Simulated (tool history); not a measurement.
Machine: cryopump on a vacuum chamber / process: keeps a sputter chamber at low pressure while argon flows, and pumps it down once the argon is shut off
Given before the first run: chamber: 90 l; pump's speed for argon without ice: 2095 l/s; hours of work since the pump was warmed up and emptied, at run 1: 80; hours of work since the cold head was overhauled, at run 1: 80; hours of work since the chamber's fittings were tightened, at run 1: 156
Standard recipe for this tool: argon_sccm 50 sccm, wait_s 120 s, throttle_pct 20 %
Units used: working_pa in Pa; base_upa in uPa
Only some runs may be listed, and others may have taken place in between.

run,hour,argon_sccm,wait_s,throttle_pct,hours of work since the pump was warmed up and emptied,hours of work since the cold head was overhauled,hours of work since the chamber's fittings were tightened,working_pa,base_upa
1,0.0,50,120,20,80,80,156,0.2024,0.63
2,20.1,50,120,20,89,89,165,0.2047,0.60
3,43.5,50,38,20,100,100,175,0.2027,1.48
4,55.3,50,120,20,105,105,180,0.2030,0.59
5,77.4,50,120,20,115,115,190,0.2029,0.63
6,93.3,50,120,20,122,122,197,0.2029,0.58
7,113.4,50,120,20,130,130,206,0.2055,0.60
8,139.0,50,120,20,142,142,217,0.2045,0.62
9,157.8,50,120,20,150,150,226,0.2043,0.63
10,170.9,50,120,20,156,156,232,0.2042,0.60
11,199.3,50,120,20,169,169,244,0.2030,0.64
12,213.4,50,40,20,175,175,250,0.2032,1.42
13,233.3,50,40,20,184,184,259,0.2063,1.41
14,261.7,50,120,20,196,196,272,0.2031,0.67
15,276.8,50,120,20,203,203,279,0.2040,0.66
16,301.2,50,120,20,214,214,289,0.2044,0.65
17,330.2,50,120,20,227,227,302,0.2034,0.63
18,352.9,80,120,43,237,237,312,0.1542,0.61
19,374.8,80,120,43,246,246,322,0.1563,0.62
20,402.2,80,120,43,258,258,334,0.1553,0.71
21,415.9,35,104,19,265,265,340,0.1521,0.72
22,435.1,29,279,37,273,273,349,0.0655,0.44
23,463.0,50,120,58,285,285,361,0.0737,0.66
24,476.8,98,42,35,291,291,367,0.2330,1.44
25,505.9,98,42,35,304,304,380,0.2329,1.42
26,529.5,44,42,35,315,315,390,0.1041,1.43
27,542.2,67,102,20,320,320,396,0.2752,0.75
28,559.5,50,177,30,328,328,404,0.1396,0.53
29,572.6,50,177,22,334,334,409,0.1887,0.56
30,589.8,35,274,34,342,342,417,0.0869,0.45
31,612.9,35,274,34,352,352,427,0.0864,0.46
32,638.2,35,274,34,363,363,439,0.0866,0.42
33,666.8,24,166,40,376,376,451,0.0511,0.53

Pick out some run-to-run changes in working_pa. Of each, how much would a tool without hidden state show as well, from the settings, what came in and chance, and how much is left for the hidden state and any gauge scatter not in both results compared?
Unlogged tool condition in this case: pump's speed, % of a pump's without ice; cold plate's temperature, K; leak into the chamber, uPa l/s; drift of the gauge itself on working_pa, %; drift of the gauge itself on base_upa, %.
Run 20 -> 21: argon_sccm 80 -> 35, wait_s 120 -> 104, throttle_pct 43 -> 19. working_pa -0.0032 Pa: hidden state -0.0031, all else -0.0001.
Run 23 -> 24: argon_sccm 50 -> 98, wait_s 120 -> 42, throttle_pct 58 -> 35. working_pa +0.1593 Pa: hidden state +0.0040, all else +0.1553.
Run 25 -> 26: argon_sccm 98 -> 44. working_pa -0.1288 Pa: hidden state -0.0045, all else -0.1243.
Run 26 -> 27: argon_sccm 44 -> 67, wait_s 42 -> 102, throttle_pct 35 -> 20. working_pa +0.1711 Pa: hidden state +0.0022, all else +0.1689.
Run 27 -> 28: argon_sccm 67 -> 50, wait_s 102 -> 177, throttle_pct 20 -> 30. working_pa -0.1356 Pa: hidden state -0.0014, all else -0.1342.

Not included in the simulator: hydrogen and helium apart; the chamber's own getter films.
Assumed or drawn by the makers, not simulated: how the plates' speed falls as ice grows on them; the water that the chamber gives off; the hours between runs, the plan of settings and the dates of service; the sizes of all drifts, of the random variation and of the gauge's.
